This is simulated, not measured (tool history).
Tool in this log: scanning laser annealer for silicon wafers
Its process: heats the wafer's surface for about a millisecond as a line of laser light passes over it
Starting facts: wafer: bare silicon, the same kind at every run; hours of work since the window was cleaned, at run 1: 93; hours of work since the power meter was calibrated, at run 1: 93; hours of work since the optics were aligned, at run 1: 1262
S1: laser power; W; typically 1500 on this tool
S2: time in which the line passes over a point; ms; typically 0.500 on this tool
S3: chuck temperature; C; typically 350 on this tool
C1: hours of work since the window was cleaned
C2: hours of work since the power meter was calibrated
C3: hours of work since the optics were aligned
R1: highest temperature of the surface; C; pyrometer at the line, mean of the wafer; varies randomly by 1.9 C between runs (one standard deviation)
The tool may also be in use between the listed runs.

{"run": 1, "hour": 0.0, "S1": 1500, "S2": 0.5, "S3": 350, "C1": 93, "C2": 93, "C3": 1262, "R1": 1164}
{"run": 2, "hour": 68.0, "S1": 1500, "S2": 0.5, "S3": 367, "C1": 135, "C2": 135, "C3": 1304, "R1": 1182}
{"run": 3, "hour": 108.9, "S1": 1500, "S2": 0.5, "S3": 350, "C1": 160, "C2": 160, "C3": 1330, "R1": 1162}
{"run": 4, "hour": 145.5, "S1": 1500, "S2": 0.5, "S3": 350, "C1": 183, "C2": 183, "C3": 1352, "R1": 1164}
{"run": 5, "hour": 198.8, "S1": 1500, "S2": 0.5, "S3": 350, "C1": 216, "C2": 216, "C3": 1385, "R1": 1164}
{"run": 6, "hour": 268.4, "S1": 1500, "S2": 0.5, "S3": 350, "C1": 259, "C2": 259, "C3": 1428, "R1": 1163}
{"run": 7, "hour": 311.4, "S1": 1366, "S2": 0.5, "S3": 350, "C1": 286, "C2": 286, "C3": 1455, "R1": 1079}
{"run": 8, "hour": 376.4, "S1": 1366, "S2": 0.5, "S3": 350, "C1": 326, "C2": 326, "C3": 1495, "R1": 1083}
{"run": 9, "hour": 459.0, "S1": 1366, "S2": 0.5, "S3": 350, "C1": 377, "C2": 377, "C3": 1546, "R1": 1082}
{"hour": 519.9, "done": "optics aligned, line set to its width"}
{"run": 10, "hour": 534.6, "S1": 1366, "S2": 0.557, "S3": 350, "C1": 421, "C2": 421, "C3": 9, "R1": 1130}
{"hour": 547.7, "done": "window over the wafer cleaned"}
{"run": 11, "hour": 611.1, "S1": 1366, "S2": 0.557, "S3": 350, "C1": 39, "C2": 467, "C3": 55, "R1": 1128}
{"run": 12, "hour": 676.7, "S1": 1474, "S2": 0.5, "S3": 350, "C1": 80, "C2": 507, "C3": 96, "R1": 1148}
{"run": 13, "hour": 730.7, "S1": 1474, "S2": 0.5, "S3": 350, "C1": 113, "C2": 541, "C3": 129, "R1": 1150}
{"run": 14, "hour": 789.1, "S1": 1474, "S2": 0.5, "S3": 350, "C1": 149, "C2": 577, "C3": 165, "R1": 1150}
{"run": 15, "hour": 858.0, "S1": 1341, "S2": 0.36, "S3": 385, "C1": 192, "C2": 619, "C3": 208, "R1": 982}
{"run": 16, "hour": 934.5, "S1": 1500, "S2": 0.386, "S3": 350, "C1": 239, "C2": 667, "C3": 255, "R1": 1058}
{"run": 17, "hour": 1001.6, "S1": 1500, "S2": 0.5, "S3": 376, "C1": 281, "C2": 708, "C3": 297, "R1": 1188}
{"run": 18, "hour": 1055.3, "S1": 1575, "S2": 0.5, "S3": 376, "C1": 314, "C2": 742, "C3": 330, "R1": 1239}
{"run": 19, "hour": 1127.3, "S1": 1575, "S2": 0.489, "S3": 376, "C1": 359, "C2": 786, "C3": 375, "R1": 1227}
{"run": 20, "hour": 1197.8, "S1": 1519, "S2": 0.532, "S3": 388, "C1": 402, "C2": 830, "C3": 418, "R1": 1244}
{"hour": 1246.0, "done": "window over the wafer cleaned"}
{"run": 21, "hour": 1253.8, "S1": 1354, "S2": 0.491, "S3": 365, "C1": 5, "C2": 863, "C3": 452, "R1": 1079}

Estimate the outcome of run 22 from the log above:
{"run": 22, "hour": 1297.7, "S1": 1518, "S2": 0.5, "S3": 350, "C1": 32, "C2": 890, "C3": 479, "R1": "?"}

{"run 22": {"R1": 1175}}
With the hidden condition absent and the run-to-run variation left alone, this run would have shown R1 1175 C.

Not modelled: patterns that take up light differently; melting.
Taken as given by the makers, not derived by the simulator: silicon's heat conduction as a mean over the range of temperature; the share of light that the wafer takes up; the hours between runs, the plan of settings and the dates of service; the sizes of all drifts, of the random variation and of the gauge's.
